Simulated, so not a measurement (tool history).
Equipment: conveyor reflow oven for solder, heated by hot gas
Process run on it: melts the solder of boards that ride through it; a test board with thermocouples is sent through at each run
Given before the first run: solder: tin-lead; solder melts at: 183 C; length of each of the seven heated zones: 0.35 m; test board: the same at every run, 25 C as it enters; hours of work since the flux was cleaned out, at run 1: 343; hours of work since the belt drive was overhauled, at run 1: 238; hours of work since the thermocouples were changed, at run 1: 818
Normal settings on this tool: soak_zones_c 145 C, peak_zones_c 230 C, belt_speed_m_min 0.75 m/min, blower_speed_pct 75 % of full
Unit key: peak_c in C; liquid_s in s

run,hour,soak_zones_c,peak_zones_c,belt_speed_m_min,blower_speed_pct,hours of work since the flux was cleaned out,hours of work since the belt drive was overhauled,hours of work since the thermocouples were changed,peak_c,liquid_s
1,0,145,230,0.75,75,343,238,818,214.8,42.8
2,17.5,145,230,0.75,75,351,246,826,215,43.3
3,32.1,145,230,0.75,75,357,252,833,215.3,42.9
4,40.8,132,230,0.75,75,361,256,837,213.1,37.4
5,53.7,132,230,0.75,75,367,262,843,212.7,38
6,63.4,132,230,0.75,75,371,267,847,212.7,37.9
7,78.5,132,230,0.75,75,378,273,854,211.8,37.9
8,98.9,145,230,0.75,52,388,283,863,211.1,39.5
9,111.9,145,230,0.75,75,393,289,869,215.5,43
10,131.1,145,230,0.75,75,402,297,878,215.1,42.6
# hour 148.4: thermocouples of zones 6 and 7 changed
11,149.4,145,230,0.75,75,410,305,0,215.1,42.6
12,165.1,145,238,0.75,75,417,312,8,221.9,46.2
13,176.2,145,230,0.83,75,422,317,13,212.5,36.2
14,195.6,142,236,0.75,58,430,326,21,217.1,42.2
15,208.7,152,239,0.716,78,436,332,27,225.8,52.5
16,217.7,152,239,0.716,78,440,336,31,226.2,52.5
17,228.9,152,239,0.716,78,446,341,36,226.2,52.8
# hour 239.3: flux residue cleaned out of gas plates and filters
18,248.5,152,239,0.716,78,4,347,43,226.1,52.9
19,262.2,152,239,0.716,78,10,354,49,226.1,53
20,278.4,155,230,0.75,75,18,361,57,216.6,47.3
21,294.4,145,230,0.75,73,25,368,64,215.5,43
22,303.5,145,230,0.75,73,29,372,68,214.9,42.6
23,318.6,145,226,0.713,73,36,379,75,213.5,44.2
24,339.2,145,226,0.713,84,45,388,84,214,45.1
25,349,145,226,0.713,84,50,393,89,214.4,45
26,358,148,234,0.771,61,54,397,93,216.3,42.6

How the hidden state differs across the entries between the runs, from the last listed run before each to the first after it:
In the gap between runs 10 and 11: thermocouples of zones 6 and 7 changed (hour 148.4)
  true gas temperature in zones 6 and 7 over the reading, C: -0.11 -> -0.02
In the gap between runs 17 and 18: flux residue cleaned out of gas plates and filters (hour 239.3)
  heat that the gas passes to the board, % of a clean oven's: 99 -> 100
